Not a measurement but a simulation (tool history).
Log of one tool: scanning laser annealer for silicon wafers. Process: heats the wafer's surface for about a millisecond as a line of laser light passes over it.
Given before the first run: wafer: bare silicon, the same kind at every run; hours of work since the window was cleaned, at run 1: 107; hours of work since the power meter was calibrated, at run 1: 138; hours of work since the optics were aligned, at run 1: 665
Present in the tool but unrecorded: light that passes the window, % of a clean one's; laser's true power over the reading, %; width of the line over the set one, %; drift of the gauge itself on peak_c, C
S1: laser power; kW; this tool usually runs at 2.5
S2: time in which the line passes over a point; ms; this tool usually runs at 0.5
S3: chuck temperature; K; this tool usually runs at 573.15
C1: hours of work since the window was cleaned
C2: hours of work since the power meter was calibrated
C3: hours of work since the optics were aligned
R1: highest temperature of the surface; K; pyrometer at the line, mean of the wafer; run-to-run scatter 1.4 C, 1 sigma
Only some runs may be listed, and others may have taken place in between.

Run 1, hour 0: usual settings; C1 107; C2 138; C3 665. Result: R1 1319.15 K.
Run 2, hour 9.1: usual settings; C1 111; C2 143; C3 669. Result: R1 1321.15 K.
Run 3, hour 19.5: usual settings; C1 117; C2 148; C3 675. Result: R1 1317.15 K.
Run 4, hour 27.7: usual settings but S1 2.204 kW; C1 121; C2 152; C3 679. Result: R1 1237.15 K.
Run 5, hour 33.3: usual settings; C1 124; C2 155; C3 682. Result: R1 1321.15 K.
Run 6, hour 41.4: usual settings but S1 2.255 kW; C1 128; C2 159; C3 686. Result: R1 1249.15 K.
Run 7, hour 50.6: usual settings but S1 2.255 kW; C1 133; C2 164; C3 691. Result: R1 1251.15 K.
Run 8, hour 56.5: usual settings but S1 2.255 kW; C1 136; C2 167; C3 694. Result: R1 1250.15 K.
Run 9, hour 60.8: usual settings but S1 2.255 kW; C1 138; C2 169; C3 696. Result: R1 1249.15 K.
Run 10, hour 71.1: usual settings but S1 2.255 kW; C1 144; C2 175; C3 701. Result: R1 1248.15 K.
Run 11, hour 76.5: usual settings but S1 2.255 kW; C1 146; C2 177; C3 704. Result: R1 1252.15 K.
Run 12, hour 82.2: usual settings but S1 2.325 kW; C1 149; C2 180; C3 707. Result: R1 1270.15 K.
Run 13, hour 91.3: usual settings but S1 2.325 kW; C1 154; C2 185; C3 712. Result: R1 1270.15 K.
Run 14, hour 99.1: usual settings but S2 0.428 ms; C1 158; C2 189; C3 716. Result: R1 1264.15 K.
Run 15, hour 106.8: usual settings but S2 0.428 ms; C1 162; C2 193; C3 720. Result: R1 1264.15 K.
Run 16, hour 112.3: usual settings; C1 165; C2 196; C3 723. Result: R1 1319.15 K.
At hour 115.2: window over the wafer cleaned.
Run 17, hour 120.5: usual settings; C1 3; C2 199; C3 726. Result: R1 1314.15 K.
Run 18, hour 126.3: usual settings; C1 6; C2 202; C3 729. Result: R1 1314.15 K.
Run 19, hour 132.5: usual settings; C1 9; C2 205; C3 732. Result: R1 1315.15 K.
At hour 140.8: window over the wafer cleaned, once more.
Run 20, hour 140.8: usual settings but S3 587.15 K; C1 0; C2 209; C3 735. Result: R1 1340.15 K.
Run 21, hour 148.5: usual settings but S3 587.15 K; C1 4; C2 213; C3 739. Result: R1 1336.15 K.
Run 22, hour 158: usual settings but S2 0.367 ms; C1 9; C2 218; C3 744. Result: R1 1221.15 K.
Run 23, hour 163.9: usual settings but S1 2.171 kW, S2 0.367 ms, S3 595.15 K; C1 12; C2 221; C3 747. Result: R1 1168.15 K.
Run 24, hour 171.7: usual settings but S1 2.283 kW, S2 0.545 ms, S3 554.15 K; C1 16; C2 225; C3 751. Result: R1 1270.15 K.
Run 25, hour 176.2: usual settings but S1 2.283 kW, S2 0.545 ms, S3 554.15 K; C1 18; C2 227; C3 754. Result: R1 1271.15 K.
Run 26, hour 181.6: usual settings but S1 2.283 kW, S2 0.545 ms, S3 554.15 K; C1 21; C2 230; C3 757. Result: R1 1274.15 K.
Run 27, hour 187.1: usual settings but S1 2.577 kW, S2 0.548 ms; C1 24; C2 233; C3 759. Result: R1 1375.15 K.
Run 28, hour 192.1: usual settings but S1 2.528 kW, S2 0.462 ms, S3 579.15 K; C1 27; C2 235; C3 762. Result: R1 1309.15 K.
Run 29, hour 199.4: usual settings but S1 2.31 kW, S2 0.615 ms, S3 589.15 K; C1 30; C2 239; C3 766. Result: R1 1358.15 K.
Run 30, hour 207.7: usual settings but S1 2.31 kW, S2 0.466 ms, S3 592.15 K; C1 35; C2 243; C3 770. Result: R1 1266.15 K.
Run 31, hour 214.3: usual settings but S1 2.31 kW, S2 0.466 ms, S3 592.15 K; C1 38; C2 247; C3 774. Result: R1 1264.15 K.
Run 32, hour 221.1: usual settings but S1 2.31 kW, S2 0.466 ms, S3 557.15 K; C1 42; C2 250; C3 777. Result: R1 1232.15 K.
Run 33, hour 230.4: usual settings but S1 2.31 kW, S2 0.466 ms, S3 557.15 K; C1 46; C2 255; C3 782. Result: R1 1232.15 K.
Run 34, hour 236.3: usual settings but S1 2.31 kW, S2 0.466 ms, S3 557.15 K; C1 49; C2 258; C3 785. Result: R1 1232.15 K.
Run 35, hour 243.7: usual settings but S1 2.304 kW, S2 0.598 ms, S3 550.15 K; C1 53; C2 262; C3 789. Result: R1 1309.15 K.
Run 36, hour 251.7: usual settings but S1 2.304 kW, S2 0.598 ms, S3 550.15 K; C1 57; C2 266; C3 793. Result: R1 1307.15 K.
Run 37, hour 260.6: usual settings but S1 2.304 kW, S2 0.598 ms, S3 550.15 K; C1 62; C2 271; C3 798. Result: R1 1305.15 K.
Run 38, hour 265.8: usual settings but S1 2.304 kW, S2 0.598 ms, S3 596.15 K; C1 65; C2 273; C3 800. Result: R1 1351.15 K.
Run 39, hour 273.8: usual settings but S1 2.304 kW, S2 0.598 ms, S3 596.15 K; C1 69; C2 278; C3 804. Result: R1 1350.15 K.
Run 40, hour 279.4: usual settings but S1 2.715 kW, S2 0.526 ms, S3 570.15 K; C1 72; C2 281; C3 807. Result: R1 1395.15 K.
Run 41, hour 286.6: usual settings but S1 2.329 kW, S2 0.443 ms, S3 591.15 K; C1 76; C2 284; C3 811. Result: R1 1254.15 K.

Measured minus without-hidden-state, run by run (identical run-to-run variation in each term; gauge scatter may differ):
run   R1
  1   -8
  2   -8
  3   -9
  4   -7
  5   -8
  6   -8
  7   -8
  8   -8
  9   -8
 10   -9
 11   -8
 12   -9
 13   -9
 14   -9
 15   -9
 16  -11
 17  -12
 18  -12
 19  -12
 20   -3
 21   -4
 22   -3
 23   -2
 24   -4
 25   -4
 26   -4
 27   -5
 28   -4
 29   -5
 30   -4
 31   -5
 32   -5
 33   -5
 34   -5
 35   -5
 36   -5
 37   -6
 38   -7
 39   -6
 40   -7
 41   -6
